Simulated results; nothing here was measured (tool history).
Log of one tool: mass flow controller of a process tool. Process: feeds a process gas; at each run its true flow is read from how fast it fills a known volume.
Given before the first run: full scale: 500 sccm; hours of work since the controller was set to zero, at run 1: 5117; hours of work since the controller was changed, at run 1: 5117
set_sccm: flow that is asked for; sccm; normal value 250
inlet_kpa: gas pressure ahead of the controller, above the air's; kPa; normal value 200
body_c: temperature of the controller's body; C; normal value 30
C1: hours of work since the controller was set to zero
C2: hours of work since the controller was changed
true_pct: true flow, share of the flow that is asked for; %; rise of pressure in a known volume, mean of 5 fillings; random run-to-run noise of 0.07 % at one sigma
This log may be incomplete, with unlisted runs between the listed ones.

run 1 hour=0.0 | set_sccm=250 inlet_kpa=200 body_c=30 | C1=5117 C2=5117 | true_pct=99.13
run 2 hour=230.9 | set_sccm=250 inlet_kpa=200 body_c=30 | C1=5259 C2=5259 | true_pct=99.14
run 3 hour=497.9 | set_sccm=250 inlet_kpa=200 body_c=30 | C1=5423 C2=5423 | true_pct=99.16
run 4 hour=673.2 | set_sccm=250 inlet_kpa=200 body_c=30 | C1=5531 C2=5531 | true_pct=99.13
run 5 hour=894.3 | set_sccm=250 inlet_kpa=200 body_c=30 | C1=5666 C2=5666 | true_pct=98.98
run 6 hour=1187.6 | set_sccm=133 inlet_kpa=200 body_c=30 | C1=5847 C2=5847 | true_pct=98.56
run 7 hour=1416.0 | set_sccm=250 inlet_kpa=200 body_c=30 | C1=5987 C2=5987 | true_pct=99.13
run 8 hour=1662.7 | set_sccm=214 inlet_kpa=200 body_c=30 | C1=6139 C2=6139 | true_pct=98.91
run 9 hour=1945.6 | set_sccm=255 inlet_kpa=200 body_c=30 | C1=6312 C2=6312 | true_pct=99.21
run 10 hour=2183.3 | set_sccm=255 inlet_kpa=200 body_c=30 | C1=6458 C2=6458 | true_pct=99.28
run 11 hour=2371.4 | set_sccm=255 inlet_kpa=200 body_c=30 | C1=6574 C2=6574 | true_pct=99.17
run 12 hour=2529.9 | set_sccm=250 inlet_kpa=230 body_c=32 | C1=6671 C2=6671 | true_pct=99.09
run 13 hour=2769.1 | set_sccm=275 inlet_kpa=200 body_c=22 | C1=6818 C2=6818 | true_pct=98.69
run 14 hour=3011.9 | set_sccm=250 inlet_kpa=170 body_c=32 | C1=6968 C2=6968 | true_pct=99.30
run 15 hour=3146.5 | set_sccm=250 inlet_kpa=170 body_c=32 | C1=7050 C2=7050 | true_pct=99.38
run 16 hour=3391.9 | set_sccm=250 inlet_kpa=170 body_c=32 | C1=7201 C2=7201 | true_pct=99.27
run 17 hour=3603.1 | set_sccm=250 inlet_kpa=170 body_c=32 | C1=7331 C2=7331 | true_pct=99.38
run 18 hour=3830.5 | set_sccm=209 inlet_kpa=152 body_c=22 | C1=7471 C2=7471 | true_pct=98.50
run 19 hour=3955.4 | set_sccm=415 inlet_kpa=226 body_c=39 | C1=7547 C2=7547 | true_pct=100.32

Here are 4 independent what-if runs from the current tool condition. What would each one return?
run A hour=4246.2 | set_sccm=105 inlet_kpa=226 body_c=39 | C1=7726 C2=7726 | true_pct=?
run B hour=4246.2 | set_sccm=391 inlet_kpa=144 body_c=34 | C1=7726 C2=7726 | true_pct=?
run C hour=4246.2 | set_sccm=250 inlet_kpa=152 body_c=25 | C1=7726 C2=7726 | true_pct=?
run D hour=4246.2 | set_sccm=212 inlet_kpa=200 body_c=30 | C1=7726 C2=7726 | true_pct=?

run=A true_pct=98.92
run=B true_pct=100.19
run=C true_pct=98.93
run=D true_pct=98.94
What these runs would have given with no unlogged condition in the tool:
run=A true_pct=98.90
run=B true_pct=100.19
run=C true_pct=98.93
run=D true_pct=98.94

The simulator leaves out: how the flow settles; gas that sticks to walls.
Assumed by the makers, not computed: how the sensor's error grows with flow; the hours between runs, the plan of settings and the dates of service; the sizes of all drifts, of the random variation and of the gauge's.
